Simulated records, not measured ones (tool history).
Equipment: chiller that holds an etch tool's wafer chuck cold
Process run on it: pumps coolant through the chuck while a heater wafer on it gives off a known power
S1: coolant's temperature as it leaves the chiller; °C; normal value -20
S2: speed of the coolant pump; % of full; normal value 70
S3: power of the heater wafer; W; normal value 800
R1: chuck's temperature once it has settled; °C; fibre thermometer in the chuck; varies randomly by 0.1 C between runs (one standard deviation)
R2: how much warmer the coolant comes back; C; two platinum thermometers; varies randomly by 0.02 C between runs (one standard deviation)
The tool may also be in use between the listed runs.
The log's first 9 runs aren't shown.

| run | hour | S1 | S2 | S3 | R1 | R2 |
|---|---|---|---|---|---|---|
| 10 | 757.9 | -20 | 70 | 1122 | -4.3 | 3.61 |
| 11 | 848.3 | -20 | 70 | 1122 | -4.2 | 3.62 |
| 12 | 939.9 | -20 | 70 | 598 | -11.4 | 1.93 |
| 13 | 1062.6 | -20 | 85 | 800 | -10 | 2.11 |
| 14 | 1177.5 | -20 | 85 | 800 | -9.9 | 2.08 |
|  | 1215.7 | coolant changed, channels flushed |
|  | 1241 | chiller's thermometer calibrated, once more |
| 15 | 1289.6 | -20 | 70 | 700 | -11.7 | 2.25 |
| 16 | 1409.7 | -20 | 70 | 800 | -10.4 | 2.62 |
| 17 | 1533.6 | -21 | 70 | 1082 | -8.1 | 3.55 |
| 18 | 1633.7 | -21 | 70 | 1082 | -7.9 | 3.55 |
| 19 | 1751.9 | -25 | 70 | 1087 | -11.8 | 3.53 |
| 20 | 1862.4 | -13 | 65 | 1087 | 1 | 3.85 |
| 21 | 1987.7 | -13 | 65 | 1087 | 1 | 3.84 |
| 22 | 2091.8 | -21 | 80 | 896 | -11 | 2.54 |
| 23 | 2213.7 | -21 | 80 | 896 | -11 | 2.55 |
| 24 | 2299.1 | -11 | 75 | 579 | -4.2 | 1.74 |
| 25 | 2424.6 | -20 | 83 | 759 | -11.7 | 2.11 |
| 26 | 2496.5 | -20 | 73 | 759 | -10.8 | 2.42 |
| 27 | 2597.7 | -20 | 73 | 759 | -10.8 | 2.39 |

Run 28 has not been measured yet. What should we expect?
| 28 | 2726.1 | -20 | 83 | 421 | ? | ? |

R1: -15.4 °C
R2: 1.12 C
If the tool had no hidden condition, the same run with the same run-to-run variation would have returned R1 -15.8 °C, R2 1.06 C.
